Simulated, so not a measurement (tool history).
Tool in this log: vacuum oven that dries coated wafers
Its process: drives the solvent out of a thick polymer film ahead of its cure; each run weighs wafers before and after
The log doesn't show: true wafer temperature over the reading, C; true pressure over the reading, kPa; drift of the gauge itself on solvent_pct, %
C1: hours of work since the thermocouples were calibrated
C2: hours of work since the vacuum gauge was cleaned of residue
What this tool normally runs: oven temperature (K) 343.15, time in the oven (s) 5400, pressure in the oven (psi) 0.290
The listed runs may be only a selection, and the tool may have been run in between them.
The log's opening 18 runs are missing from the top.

Run 19, hour 373.0: usual settings but oven temperature (K) 357.15; C1 49; C2 305. Result: solvent left in the film (%) 2.18.
Run 20, hour 397.7: usual settings but oven temperature (K) 349.15; C1 63; C2 320. Result: solvent left in the film (%) 3.52.
Run 21, hour 426.2: usual settings but oven temperature (K) 349.15; C1 79; C2 336. Result: solvent left in the film (%) 3.58.
Run 22, hour 449.7: usual settings; C1 93; C2 350. Result: solvent left in the film (%) 5.83.
Run 23, hour 475.3: usual settings but oven temperature (K) 334.15, pressure in the oven (psi) 0.216; C1 108; C2 365. Result: solvent left in the film (%) 9.76.
Run 24, hour 491.9: usual settings but oven temperature (K) 355.15, time in the oven (s) 4260; C1 118; C2 374. Result: solvent left in the film (%) 2.64.
Run 25, hour 520.4: usual settings but oven temperature (K) 355.15, time in the oven (s) 5700, pressure in the oven (psi) 1.131; C1 134; C2 391. Result: solvent left in the film (%) 9.14.
Run 26, hour 550.1: usual settings but oven temperature (K) 354.15, time in the oven (s) 4740; C1 151; C2 408. Result: solvent left in the film (%) 2.71.
Run 27, hour 562.8: usual settings but oven temperature (K) 328.15; C1 159; C2 416. Result: solvent left in the film (%) 14.46.
Run 28, hour 582.4: usual settings but oven temperature (K) 328.15; C1 170; C2 427. Result: solvent left in the film (%) 14.24.
Run 29, hour 611.9: usual settings but oven temperature (K) 346.15, pressure in the oven (psi) 0.390; C1 187; C2 444. Result: solvent left in the film (%) 5.59.
Run 30, hour 640.5: usual settings but oven temperature (K) 357.15, time in the oven (s) 7860, pressure in the oven (psi) 0.148; C1 204; C2 461. Result: solvent left in the film (%) 1.12.
Run 31, hour 660.7: usual settings but oven temperature (K) 337.15, time in the oven (s) 2700, pressure in the oven (psi) 0.249; C1 216; C2 473. Result: solvent left in the film (%) 12.28.
Run 32, hour 688.4: usual settings but oven temperature (K) 357.15, time in the oven (s) 7320, pressure in the oven (psi) 0.821; C1 232; C2 489. Result: solvent left in the film (%) 6.10.
Run 33, hour 705.9: usual settings but oven temperature (K) 357.15, time in the oven (s) 9180, pressure in the oven (psi) 0.821; C1 242; C2 499. Result: solvent left in the film (%) 6.06.
Run 34, hour 723.5: usual settings but oven temperature (K) 357.15, time in the oven (s) 9180, pressure in the oven (psi) 0.821; C1 252; C2 509. Result: solvent left in the film (%) 6.10.
Run 35, hour 744.2: usual settings but oven temperature (K) 329.15; C1 264; C2 521. Result: solvent left in the film (%) 13.88.
Run 36, hour 759.6: usual settings but oven temperature (K) 336.15; C1 273; C2 530. Result: solvent left in the film (%) 9.61.
Run 37, hour 789.3: usual settings but oven temperature (K) 350.15, pressure in the oven (psi) 0.548; C1 290; C2 547. Result: solvent left in the film (%) 5.74.
Run 38, hour 817.6: usual settings but oven temperature (K) 350.15, time in the oven (s) 8880, pressure in the oven (psi) 0.152; C1 307; C2 564. Result: solvent left in the film (%) 1.56.
Run 39, hour 844.5: usual settings but time in the oven (s) 7800, pressure in the oven (psi) 0.509; C1 322; C2 579. Result: solvent left in the film (%) 7.43.
Run 40, hour 860.8: usual settings but oven temperature (K) 356.15, time in the oven (s) 8760, pressure in the oven (psi) 0.418; C1 332; C2 589. Result: solvent left in the film (%) 3.11.

Estimate the outcome of run 41 from the log above:
Run 41, hour 887.7: usual settings but pressure in the oven (psi) 0.218; C1 348; C2 604. Result: solvent left in the film (%) ?.

Run 41 yielded solvent left in the film (%) 4.88.
The same run, on a tool lacking any hidden state, would have yielded solvent left in the film (%) 4.88.
